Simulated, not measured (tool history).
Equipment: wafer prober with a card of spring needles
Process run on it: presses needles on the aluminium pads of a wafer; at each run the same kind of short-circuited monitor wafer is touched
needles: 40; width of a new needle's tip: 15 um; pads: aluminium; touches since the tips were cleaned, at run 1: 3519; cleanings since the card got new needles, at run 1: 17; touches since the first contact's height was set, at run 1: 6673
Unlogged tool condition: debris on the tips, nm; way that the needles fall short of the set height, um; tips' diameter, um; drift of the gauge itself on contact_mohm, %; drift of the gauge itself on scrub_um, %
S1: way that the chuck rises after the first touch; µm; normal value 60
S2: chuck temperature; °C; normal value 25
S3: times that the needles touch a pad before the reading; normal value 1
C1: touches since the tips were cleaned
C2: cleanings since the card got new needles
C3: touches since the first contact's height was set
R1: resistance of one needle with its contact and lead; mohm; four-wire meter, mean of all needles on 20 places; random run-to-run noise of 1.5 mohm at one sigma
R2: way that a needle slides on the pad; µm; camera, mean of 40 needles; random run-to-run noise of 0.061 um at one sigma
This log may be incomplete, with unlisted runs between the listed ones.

Run 1, hour 0.0: usual settings; C1 3519; C2 17; C3 6673. Result: R1 202 mohm, R2 11.32 µm.
At hour 5.3: tips cleaned on abrasive film.
At hour 18.5: tips cleaned on abrasive film.
At hour 31.1: tips cleaned on abrasive film.
Run 2, hour 40.7: usual settings; C1 5819; C2 20; C3 31033. Result: R1 216 mohm, R2 11.35 µm.
At hour 43.4: tips cleaned on abrasive film.
At hour 54.0: tips cleaned on abrasive film.
At hour 64.6: tips cleaned on abrasive film.
At hour 75.8: tips cleaned on abrasive film.
Run 3, hour 75.8: usual settings; C1 0; C2 24; C3 51910. Result: R1 143 mohm, R2 11.25 µm.
At hour 88.4: tips cleaned on abrasive film.
At hour 101.1: tips cleaned on abrasive film.
Run 4, hour 103.9: usual settings; C1 1642; C2 26; C3 68711. Result: R1 183 mohm, R2 11.12 µm.
At hour 111.8: tips cleaned on abrasive film.
At hour 124.5: tips cleaned on abrasive film.
At hour 137.3: tips cleaned on abrasive film.
At hour 150.1: tips cleaned on abrasive film.
Run 5, hour 155.6: usual settings; C1 3319; C2 30; C3 99629. Result: R1 216 mohm, R2 11.12 µm.
At hour 160.9: tips cleaned on abrasive film.
At hour 171.4: tips cleaned on abrasive film.
At hour 182.0: tips cleaned on abrasive film.
At hour 184.9: height of the first contact set anew.
At hour 195.2: tips cleaned on abrasive film.
At hour 208.0: tips cleaned on abrasive film.
Run 6, hour 211.0: usual settings; C1 1805; C2 35; C3 15614. Result: R1 187 mohm, R2 10.87 µm.
At hour 219.0: tips cleaned on abrasive film.
At hour 229.5: tips cleaned on abrasive film.
At hour 241.7: tips cleaned on abrasive film.
Run 7, hour 241.7: usual settings; C1 0; C2 38; C3 33932. Result: R1 147 mohm, R2 10.87 µm.
At hour 252.3: tips cleaned on abrasive film.
At hour 264.9: tips cleaned on abrasive film.
Run 8, hour 265.3: usual settings but S2 48 °C; C1 258; C2 40; C3 48005. Result: R1 159 mohm, R2 10.80 µm.
At hour 275.9: tips cleaned on abrasive film.
At hour 286.4: tips cleaned on abrasive film.
At hour 299.6: tips cleaned on abrasive film.
Run 9, hour 301.8: usual settings but S2 48 °C; C1 1306; C2 43; C3 69813. Result: R1 183 mohm, R2 10.70 µm.
At hour 309.9: height of the first contact set anew, once more.
At hour 312.7: tips cleaned on abrasive film.
At hour 325.8: tips cleaned on abrasive film.
At hour 338.6: tips cleaned on abrasive film.
Run 10, hour 347.7: usual settings but S2 48 °C; C1 5432; C2 46; C3 22545. Result: R1 225 mohm, R2 11.27 µm.
At hour 350.4: tips cleaned on abrasive film.
At hour 363.2: tips cleaned on abrasive film.
At hour 373.8: tips cleaned on abrasive film.
Run 11, hour 376.1: usual settings but S1 43 µm; C1 1399; C2 49; C3 39499. Result: R1 205 mohm, R2 7.98 µm.
At hour 386.7: tips cleaned on abrasive film.
At hour 399.8: tips cleaned on abrasive film.
Run 12, hour 400.4: usual settings but S1 43 µm; C1 327; C2 51; C3 54018. Result: R1 176 mohm, R2 7.96 µm.
At hour 410.6: tips cleaned on abrasive film.
At hour 423.6: tips cleaned on abrasive film.
At hour 434.1: tips cleaned on abrasive film.
Run 13, hour 439.4: usual settings but S1 77 µm; C1 3155; C2 54; C3 77316. Result: R1 181 mohm, R2 14.36 µm.
At hour 444.8: tips cleaned on abrasive film.
At hour 457.3: tips cleaned on abrasive film.
Run 14, hour 463.7: usual settings but S1 77 µm; C1 3823; C2 56; C3 91843. Result: R1 185 mohm, R2 14.34 µm.
At hour 469.0: tips cleaned on abrasive film.
At hour 481.8: tips cleaned on abrasive film.
At hour 492.4: tips cleaned on abrasive film.
Run 15, hour 498.6: usual settings but S1 68 µm; C1 3768; C2 59; C3 112735. Result: R1 201 mohm, R2 12.43 µm.
At hour 504.0: tips cleaned on abrasive film.
At hour 504.3: height of the first contact set anew.
At hour 517.5: tips cleaned on abrasive film.
At hour 528.0: tips cleaned on abrasive film.
At hour 541.2: tips cleaned on abrasive film.
Run 16, hour 543.6: usual settings but S1 68 µm; C1 1410; C2 63; C3 23487. Result: R1 169 mohm, R2 12.80 µm.
At hour 553.7: tips cleaned on abrasive film.
At hour 566.5: tips cleaned on abrasive film.
Run 17, hour 568.3: usual settings but S1 44 µm; C1 1112; C2 65; C3 38295. Result: R1 208 mohm, R2 8.14 µm.
At hour 578.5: tips cleaned on abrasive film.
At hour 591.4: tips cleaned on abrasive film.
At hour 602.6: tips cleaned on abrasive film.
Run 18, hour 602.6: usual settings but S1 46 µm; C1 0; C2 68; C3 58780. Result: R1 158 mohm, R2 8.47 µm.
At hour 613.2: tips cleaned on abrasive film.
At hour 623.8: tips cleaned on abrasive film.
Run 19, hour 630.0: usual settings but S1 65 µm, S2 70 °C, S3 2; C1 3726; C2 70; C3 75122. Result: R1 180 mohm, R2 12.15 µm.
At hour 635.3: tips cleaned on abrasive film.
At hour 645.9: tips cleaned on abrasive film.
At hour 658.4: tips cleaned on abrasive film.
At hour 671.3: tips cleaned on abrasive film.
Run 20, hour 674.5: usual settings but S1 68 µm, S2 70 °C; C1 1918; C2 74; C3 101716. Result: R1 193 mohm, R2 12.54 µm.
At hour 682.4: tips cleaned on abrasive film.
At hour 693.0: tips cleaned on abrasive film.
At hour 698.5: height of the first contact set anew.
At hour 706.5: tips cleaned on abrasive film.
Run 21, hour 711.3: usual settings but S1 54 µm; C1 2865; C2 77; C3 7596. Result: R1 224 mohm, R2 10.14 µm.
At hour 719.2: tips cleaned on abrasive film.
At hour 732.0: tips cleaned on abrasive film.
At hour 742.6: tips cleaned on abrasive film.
At hour 753.2: tips cleaned on abrasive film.
At hour 765.6: tips cleaned on abrasive film.
Run 22, hour 765.6: usual settings but S1 54 µm, S2 100 °C, S3 2; C1 0; C2 82; C3 40037. Result: R1 166 mohm, R2 10.03 µm.
At hour 778.7: tips cleaned on abrasive film.
At hour 791.7: tips cleaned on abrasive film.
Run 23, hour 793.2: usual settings but S1 54 µm, S2 100 °C, S3 2; C1 890; C2 84; C3 56531. Result: R1 175 mohm, R2 10.01 µm.
At hour 803.7: tips cleaned on abrasive film.
At hour 814.3: tips cleaned on abrasive film.
At hour 825.2: tips cleaned on abrasive film.
Run 24, hour 825.2: usual settings but S1 64 µm, S2 36 °C; C1 0; C2 87; C3 75658. Result: R1 153 mohm, R2 11.79 µm.
At hour 838.2: tips cleaned on abrasive film.
At hour 851.1: tips cleaned on abrasive film.
At hour 863.9: tips cleaned on abrasive film.
Run 25, hour 866.6: usual settings but S1 66 µm, S2 96 °C; C1 1608; C2 90; C3 100385. Result: R1 185 mohm, R2 12.27 µm.
At hour 874.6: tips cleaned on abrasive film.
At hour 887.2: tips cleaned on abrasive film.
At hour 892.6: height of the first contact set anew.
At hour 900.6: tips cleaned on abrasive film.
Run 26, hour 910.2: usual settings but S1 66 µm, S2 96 °C; C1 5789; C2 93; C3 10521. Result: R1 230 mohm, R2 12.46 µm.
At hour 912.9: tips cleaned on abrasive film.
At hour 923.5: tips cleaned on abrasive film.
At hour 936.7: tips cleaned on abrasive film.
At hour 947.2: tips cleaned on abrasive film.
At hour 960.0: tips cleaned on abrasive film.
Run 27, hour 965.7: usual settings but S1 41 µm, S2 79 °C; C1 3422; C2 98; C3 43686. Result: R1 310 mohm, R2 7.61 µm.

Below, some changes in R1 between adjacent runs. For each, the amount present without the hidden state too (settings, incoming material, random variation) and the amount remaining for the hidden state with gauge scatter not shared by both compared results:
Run 2 -> 3: tips cleaned on abrasive film, tips cleaned on abrasive film, tips cleaned on abrasive film, tips cleaned on abrasive film. R1 -73 mohm: hidden state -74, all else +1.
Run 26 -> 27: S1 66 -> 41, S2 96 -> 79, tips cleaned on abrasive film, tips cleaned on abrasive film, tips cleaned on abrasive film, tips cleaned on abrasive film, tips cleaned on abrasive film. R1 +80 mohm: hidden state +74, all else +6.

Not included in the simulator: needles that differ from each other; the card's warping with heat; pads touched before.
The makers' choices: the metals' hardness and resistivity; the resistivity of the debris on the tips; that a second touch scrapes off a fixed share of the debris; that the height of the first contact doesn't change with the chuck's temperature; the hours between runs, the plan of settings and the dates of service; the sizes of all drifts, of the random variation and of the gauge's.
